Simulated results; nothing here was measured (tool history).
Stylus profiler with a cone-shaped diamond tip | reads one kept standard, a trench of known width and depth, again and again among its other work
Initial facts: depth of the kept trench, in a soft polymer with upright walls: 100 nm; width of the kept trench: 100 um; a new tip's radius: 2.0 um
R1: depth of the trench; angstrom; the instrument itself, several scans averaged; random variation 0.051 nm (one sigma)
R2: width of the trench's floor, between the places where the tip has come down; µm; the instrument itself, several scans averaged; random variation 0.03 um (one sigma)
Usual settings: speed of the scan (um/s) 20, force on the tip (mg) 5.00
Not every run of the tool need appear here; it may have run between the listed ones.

Run 1, hour 0.0: usual settings. Result: R1 1020.0 angstrom, R2 98.70 µm.
Run 2, hour 55.4: usual settings. Result: R1 1019.5 angstrom, R2 98.68 µm.
Run 3, hour 149.7: usual settings. Result: R1 1018.5 angstrom, R2 98.68 µm.
Run 4, hour 272.7: usual settings but force on the tip (mg) 2.33. Result: R1 1013.1 angstrom, R2 98.70 µm.
Run 5, hour 345.5: usual settings. Result: R1 1020.0 angstrom, R2 98.68 µm.
Run 6, hour 467.8: usual settings. Result: R1 1019.5 angstrom, R2 98.64 µm.
Run 7, hour 552.0: usual settings. Result: R1 1020.0 angstrom, R2 98.59 µm.
Run 8, hour 655.5: usual settings but speed of the scan (um/s) 16. Result: R1 1021.4 angstrom, R2 98.63 µm.

Run 9, settings as shown, results not yet in. Your forecast:
Run 9, hour 726.9: usual settings but speed of the scan (um/s) 24. Result: R1 ?, R2 ?.

{"run 9": {"R1": 1020.7, "R2": 98.7}}
Had the tool carried no hidden state, the very same run would have given R1 1016.9 angstrom, R2 98.80 µm.
